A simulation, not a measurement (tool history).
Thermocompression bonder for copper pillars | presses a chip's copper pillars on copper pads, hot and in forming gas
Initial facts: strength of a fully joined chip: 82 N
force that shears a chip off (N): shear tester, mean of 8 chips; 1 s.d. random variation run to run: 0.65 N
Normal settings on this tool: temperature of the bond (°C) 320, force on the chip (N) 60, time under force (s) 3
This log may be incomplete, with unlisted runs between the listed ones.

run   hour  temperature of the bond (°C)  force on the chip (N)  time under force (s)  force that shears a chip off (N)
  1      0                           320                     60                     3                              38.2
  2   40.6                           320                     60                     3                              39.5
  3   87.4                           320                     60                     3                              38.1
  4  126.7                           343                     60                     3                              48.9
  5  170.5                           320                     60                     3                                38
  6  219.5                           320                     60                     2                              32.7
  7  242.7                           320                     60                     2                              32.5
  8  270.4                           305                     60                     3                              30.6
  9  319.7                           317                     40                     2                              20.7
 10  340.5                           317                     40                     2                              19.6
 11  362.6                           332                     79                     5                              56.8

Estimate the outcome of run 12 from the log above:
 12  405.3                           332                     79                     5                                 ?

Logged for run 12: force that shears a chip off (N) 57.9.
Had the tool carried no hidden state, the very same run would have given force that shears a chip off (N) 65.4.

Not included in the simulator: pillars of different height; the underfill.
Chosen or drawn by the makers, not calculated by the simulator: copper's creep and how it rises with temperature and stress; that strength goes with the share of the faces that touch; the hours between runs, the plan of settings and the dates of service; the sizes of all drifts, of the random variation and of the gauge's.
